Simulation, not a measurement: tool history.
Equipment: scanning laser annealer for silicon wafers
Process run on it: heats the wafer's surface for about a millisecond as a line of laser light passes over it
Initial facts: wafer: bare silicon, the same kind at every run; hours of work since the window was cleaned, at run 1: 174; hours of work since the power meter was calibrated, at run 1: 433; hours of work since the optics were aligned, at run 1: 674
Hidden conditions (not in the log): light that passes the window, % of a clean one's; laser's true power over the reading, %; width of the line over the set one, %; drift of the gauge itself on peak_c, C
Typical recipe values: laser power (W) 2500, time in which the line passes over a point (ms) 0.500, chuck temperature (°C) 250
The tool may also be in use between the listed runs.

| run | hour | laser power (W) | time in which the line passes over a point (ms) | chuck temperature (°C) | hours of work since the window was cleaned | hours of work since the power meter was calibrated | hours of work since the optics were aligned | highest temperature of the surface (°C) |
|---|---|---|---|---|---|---|---|---|
| 1 | 0.0 | 2500 | 0.500 | 250 | 174 | 433 | 674 | 972 |
| 2 | 23.8 | 2384 | 0.500 | 250 | 193 | 452 | 692 | 934 |
| 3 | 37.3 | 2384 | 0.500 | 250 | 203 | 462 | 702 | 939 |
| 4 | 55.5 | 2500 | 0.500 | 288 | 217 | 476 | 716 | 1009 |
| 5 | 73.3 | 2500 | 0.500 | 288 | 231 | 490 | 730 | 1009 |
| 6 | 84.7 | 2500 | 0.500 | 288 | 239 | 498 | 739 | 1008 |
| 7 | 97.2 | 2500 | 0.500 | 288 | 249 | 508 | 748 | 1008 |
| 8 | 116.6 | 2500 | 0.500 | 288 | 264 | 523 | 763 | 1009 |
| 9 | 131.6 | 2500 | 0.500 | 288 | 275 | 534 | 775 | 1012 |
| 10 | 149.3 | 2500 | 0.500 | 288 | 289 | 548 | 788 | 1010 |
| 11 | 171.5 | 2500 | 0.500 | 288 | 306 | 565 | 805 | 1010 |
| 12 | 189.4 | 2500 | 0.500 | 288 | 319 | 578 | 819 | 1011 |
| 13 | 209.3 | 2500 | 0.500 | 288 | 335 | 594 | 834 | 1011 |
| 14 | 230.1 | 2500 | 0.500 | 226 | 351 | 610 | 850 | 951 |
| 15 | 242.2 | 2500 | 0.500 | 237 | 360 | 619 | 859 | 960 |
| 16 | 254.3 | 2136 | 0.500 | 250 | 369 | 628 | 868 | 859 |
| 17 | 271.6 | 2500 | 0.597 | 250 | 382 | 641 | 882 | 1041 |
| 18 | 294.2 | 2500 | 0.597 | 250 | 400 | 659 | 899 | 1042 |
| 19 | 306.3 | 2696 | 0.396 | 284 | 409 | 668 | 908 | 981 |
| 20 | 316.6 | 2716 | 0.475 | 255 | 417 | 676 | 916 | 1023 |
| 21 | 334.0 | 2716 | 0.576 | 225 | 430 | 689 | 929 | 1076 |
| 22 | 354.6 | 2514 | 0.502 | 213 | 446 | 705 | 945 | 943 |
| 23 | 365.6 | 2500 | 0.480 | 250 | 454 | 713 | 954 | 962 |
| 24 | 377.7 | 2173 | 0.474 | 234 | 464 | 723 | 963 | 836 |
| 25 | 400.8 | 2742 | 0.474 | 235 | 481 | 740 | 981 | 1013 |
| 26 | 422.8 | 2500 | 0.612 | 287 | 498 | 757 | 997 | 1090 |
| 27 | 435.8 | 2731 | 0.389 | 241 | 508 | 767 | 1007 | 937 |
| 28 | 454.5 | 2176 | 0.389 | 241 | 522 | 781 | 1022 | 785 |
| 29 | 470.0 | 2500 | 0.476 | 265 | 534 | 793 | 1034 | 968 |
| 30 | 483.4 | 2423 | 0.476 | 240 | 545 | 804 | 1044 | 920 |
| 31 | 497.7 | 2423 | 0.476 | 240 | 556 | 814 | 1055 | 922 |
| 32 | 512.4 | 2723 | 0.594 | 281 | 567 | 826 | 1066 | 1152 |

Run 33 is up next; what results do you expect?
| 33 | 532.0 | 2188 | 0.500 | 250 | 582 | 841 | 1081 | ? |

{"run 33": {"highest temperature of the surface (°C)": 875}}
With no hidden state in the tool, this same run would have given highest temperature of the surface (°C) 876.
